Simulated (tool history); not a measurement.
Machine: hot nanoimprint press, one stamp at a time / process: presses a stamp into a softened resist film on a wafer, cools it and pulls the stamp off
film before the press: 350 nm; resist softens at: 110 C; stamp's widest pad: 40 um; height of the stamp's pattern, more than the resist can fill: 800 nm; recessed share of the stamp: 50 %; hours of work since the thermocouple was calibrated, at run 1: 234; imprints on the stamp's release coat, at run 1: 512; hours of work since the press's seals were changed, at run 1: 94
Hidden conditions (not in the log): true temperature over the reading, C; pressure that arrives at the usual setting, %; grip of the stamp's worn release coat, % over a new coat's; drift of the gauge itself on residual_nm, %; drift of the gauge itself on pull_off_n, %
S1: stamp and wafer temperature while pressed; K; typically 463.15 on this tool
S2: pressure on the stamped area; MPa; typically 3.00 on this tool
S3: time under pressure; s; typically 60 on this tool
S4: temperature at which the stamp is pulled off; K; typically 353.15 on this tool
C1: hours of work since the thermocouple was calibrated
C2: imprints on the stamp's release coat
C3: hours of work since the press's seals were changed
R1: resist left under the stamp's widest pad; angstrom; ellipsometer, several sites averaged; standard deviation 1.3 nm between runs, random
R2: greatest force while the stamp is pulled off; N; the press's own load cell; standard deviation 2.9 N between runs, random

run	hour	S1	S2	S3	S4	C1	C2	C3	R1	R2
1	0.0	463.15	3.00	60	353.15	234	512	94	1902	142
2	28.4	463.15	3.00	60	353.15	245	601	106	1921	140
3	54.9	463.15	3.00	60	353.15	257	685	117	1904	135
4	73.9	463.15	3.00	60	353.15	265	745	125	1891	137
5	108.4	463.15	3.00	60	353.15	279	854	140	1917	137
6	138.7	452.15	3.00	60	353.15	292	950	152	2440	139
7	153.4	452.15	3.00	60	353.15	298	996	159	2431	141
8	187.8	463.15	3.00	60	353.15	312	1105	173	1923	138
9	216.0	472.15	4.09	48	347.15	324	1194	185	1479	149
10	237.1	463.15	4.58	60	353.15	333	1261	194	1622	141
11	256.8	460.15	4.58	33	353.15	341	1323	202	2147	140
12	288.0	453.15	2.38	33	353.15	354	1422	215	2857	137
13	318.4	462.15	3.00	44	353.15	367	1518	228	2171	136
# hour 331.3: stamp cleaned and given a new release coat
14	341.8	462.15	2.20	44	353.15	374	34	235	2368	135
15	371.9	456.15	3.00	50	353.15	387	129	248	2348	146

Branching from run 15: 4 alternative next runs. What would each branch give?
A	404.9	467.15	4.55	42	353.15	401	233	262	?	?
B	404.9	451.15	3.00	50	341.15	401	233	262	?	?
C	404.9	463.15	4.44	60	353.15	401	233	262	?	?
D	404.9	463.15	3.00	38	353.15	401	233	262	?	?

run	R1	R2
A	1673	140
B	2601	150
C	1643	138
D	2215	140
With no hidden state in the tool, these same runs would have given:
run	R1	R2
A	1672	139
B	2600	150
C	1642	138
D	2213	139
